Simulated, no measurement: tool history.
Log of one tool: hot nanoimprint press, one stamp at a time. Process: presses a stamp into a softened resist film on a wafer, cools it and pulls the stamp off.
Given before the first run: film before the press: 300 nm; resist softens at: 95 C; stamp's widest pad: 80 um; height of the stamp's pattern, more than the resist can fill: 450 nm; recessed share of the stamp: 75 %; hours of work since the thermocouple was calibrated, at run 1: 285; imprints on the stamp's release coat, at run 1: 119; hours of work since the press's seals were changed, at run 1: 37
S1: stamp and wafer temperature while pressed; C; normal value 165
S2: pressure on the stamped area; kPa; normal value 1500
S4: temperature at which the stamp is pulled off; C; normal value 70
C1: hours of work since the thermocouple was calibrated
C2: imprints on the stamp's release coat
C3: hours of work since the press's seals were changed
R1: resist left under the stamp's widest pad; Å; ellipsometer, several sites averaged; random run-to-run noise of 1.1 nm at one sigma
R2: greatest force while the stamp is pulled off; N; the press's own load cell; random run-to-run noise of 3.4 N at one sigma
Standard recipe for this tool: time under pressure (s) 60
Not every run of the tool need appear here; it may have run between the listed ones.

{"run": 1, "hour": 0.0, "S1": 165, "S2": 1500, "time under pressure (s)": 60, "S4": 70, "C1": 285, "C2": 119, "C3": 37, "R1": 1782, "R2": 164}
{"run": 2, "hour": 28.1, "S1": 165, "S2": 1500, "time under pressure (s)": 60, "S4": 70, "C1": 299, "C2": 166, "C3": 51, "R1": 1812, "R2": 174}
{"run": 3, "hour": 62.7, "S1": 165, "S2": 1500, "time under pressure (s)": 60, "S4": 70, "C1": 317, "C2": 224, "C3": 69, "R1": 1796, "R2": 174}
{"run": 4, "hour": 109.8, "S1": 165, "S2": 1500, "time under pressure (s)": 60, "S4": 70, "C1": 342, "C2": 303, "C3": 94, "R1": 1812, "R2": 175}
{"run": 5, "hour": 149.6, "S1": 165, "S2": 1500, "time under pressure (s)": 60, "S4": 70, "C1": 362, "C2": 370, "C3": 114, "R1": 1825, "R2": 182}
{"hour": 178.7, "done": "plate thermocouple calibrated"}
{"run": 6, "hour": 180.5, "S1": 165, "S2": 1500, "time under pressure (s)": 60, "S4": 70, "C1": 1, "C2": 416, "C3": 129, "R1": 1834, "R2": 183}
{"run": 7, "hour": 216.3, "S1": 165, "S2": 1500, "time under pressure (s)": 60, "S4": 70, "C1": 19, "C2": 476, "C3": 147, "R1": 1840, "R2": 183}
{"run": 8, "hour": 244.3, "S1": 165, "S2": 1500, "time under pressure (s)": 60, "S4": 70, "C1": 34, "C2": 523, "C3": 162, "R1": 1871, "R2": 182}
{"run": 9, "hour": 282.0, "S1": 165, "S2": 1500, "time under pressure (s)": 60, "S4": 70, "C1": 53, "C2": 586, "C3": 181, "R1": 1845, "R2": 188}
{"hour": 296.6, "done": "plate thermocouple calibrated, once more"}
{"run": 10, "hour": 317.6, "S1": 165, "S2": 1500, "time under pressure (s)": 60, "S4": 70, "C1": 11, "C2": 641, "C3": 198, "R1": 1731, "R2": 181}
{"run": 11, "hour": 357.1, "S1": 165, "S2": 1500, "time under pressure (s)": 60, "S4": 70, "C1": 31, "C2": 707, "C3": 218, "R1": 1735, "R2": 192}
{"run": 12, "hour": 409.6, "S1": 165, "S2": 1500, "time under pressure (s)": 60, "S4": 70, "C1": 58, "C2": 795, "C3": 246, "R1": 1751, "R2": 192}
{"run": 13, "hour": 445.1, "S1": 167, "S2": 1500, "time under pressure (s)": 60, "S4": 70, "C1": 77, "C2": 854, "C3": 264, "R1": 1630, "R2": 193}
{"run": 14, "hour": 480.6, "S1": 167, "S2": 1500, "time under pressure (s)": 60, "S4": 70, "C1": 95, "C2": 914, "C3": 282, "R1": 1638, "R2": 197}
{"run": 15, "hour": 508.6, "S1": 167, "S2": 1500, "time under pressure (s)": 60, "S4": 70, "C1": 110, "C2": 961, "C3": 297, "R1": 1638, "R2": 203}
{"run": 16, "hour": 556.1, "S1": 174, "S2": 1080, "time under pressure (s)": 96, "S4": 75, "C1": 134, "C2": 1040, "C3": 321, "R1": 1212, "R2": 187}
{"run": 17, "hour": 610.3, "S1": 165, "S2": 910, "time under pressure (s)": 60, "S4": 70, "C1": 162, "C2": 1131, "C3": 349, "R1": 2087, "R2": 209}
{"run": 18, "hour": 656.3, "S1": 164, "S2": 930, "time under pressure (s)": 41, "S4": 72, "C1": 186, "C2": 1208, "C3": 373, "R1": 2329, "R2": 205}
{"run": 19, "hour": 685.5, "S1": 164, "S2": 930, "time under pressure (s)": 47, "S4": 63, "C1": 201, "C2": 1257, "C3": 388, "R1": 2251, "R2": 242}
{"run": 20, "hour": 731.8, "S1": 164, "S2": 1270, "time under pressure (s)": 101, "S4": 73, "C1": 225, "C2": 1334, "C3": 412, "R1": 1664, "R2": 199}
{"run": 21, "hour": 791.5, "S1": 164, "S2": 1270, "time under pressure (s)": 101, "S4": 76, "C1": 256, "C2": 1434, "C3": 443, "R1": 1679, "R2": 204}
{"run": 22, "hour": 832.3, "S1": 165, "S2": 1500, "time under pressure (s)": 57, "S4": 77, "C1": 277, "C2": 1502, "C3": 464, "R1": 1831, "R2": 201}
{"run": 23, "hour": 884.8, "S1": 165, "S2": 1500, "time under pressure (s)": 57, "S4": 77, "C1": 304, "C2": 1590, "C3": 491, "R1": 1848, "R2": 204}
{"run": 24, "hour": 917.0, "S1": 165, "S2": 1290, "time under pressure (s)": 40, "S4": 65, "C1": 321, "C2": 1644, "C3": 508, "R1": 2121, "R2": 238}
{"hour": 949.0, "done": "stamp cleaned and given a new release coat"}
{"run": 25, "hour": 972.3, "S1": 165, "S2": 1290, "time under pressure (s)": 40, "S4": 65, "C1": 346, "C2": 39, "C3": 533, "R1": 2165, "R2": 185}
{"run": 26, "hour": 1021.9, "S1": 176, "S2": 1500, "time under pressure (s)": 60, "S4": 70, "C1": 372, "C2": 122, "C3": 559, "R1": 1234, "R2": 172}
{"hour": 1030.1, "done": "plate thermocouple calibrated"}
{"run": 27, "hour": 1063.1, "S1": 176, "S2": 1500, "time under pressure (s)": 60, "S4": 70, "C1": 17, "C2": 186, "C3": 579, "R1": 1129, "R2": 170}
{"run": 28, "hour": 1101.5, "S1": 163, "S2": 1020, "time under pressure (s)": 39, "S4": 70, "C1": 37, "C2": 250, "C3": 599, "R1": 2309, "R2": 170}
{"run": 29, "hour": 1126.8, "S1": 163, "S2": 1020, "time under pressure (s)": 39, "S4": 70, "C1": 50, "C2": 292, "C3": 612, "R1": 2288, "R2": 177}

4 options for the next run, each taken on its own from the tool as it stands now. Forecast them:
{"run": "A", "hour": 1166.4, "S1": 165, "S2": 1340, "time under pressure (s)": 37, "S4": 59, "C1": 70, "C2": 359, "C3": 632, "R1": "?", "R2": "?"}
{"run": "B", "hour": 1166.4, "S1": 165, "S2": 1500, "time under pressure (s)": 47, "S4": 70, "C1": 70, "C2": 359, "C3": 632, "R1": "?", "R2": "?"}
{"run": "C", "hour": 1166.4, "S1": 165, "S2": 1500, "time under pressure (s)": 64, "S4": 70, "C1": 70, "C2": 359, "C3": 632, "R1": "?", "R2": "?"}
{"run": "D", "hour": 1166.4, "S1": 175, "S2": 1020, "time under pressure (s)": 45, "S4": 65, "C1": 70, "C2": 359, "C3": 632, "R1": "?", "R2": "?"}

run=A R1=2107 R2=209
run=B R1=1908 R2=171
run=C R1=1708 R2=171
run=D R1=1561 R2=190
Take away the tool's hidden state, keep each run's random variation, and the runs would have read:
run=A R1=2079 R2=194
run=B R1=1876 R2=159
run=C R1=1676 R2=159
run=D R1=1539 R2=176
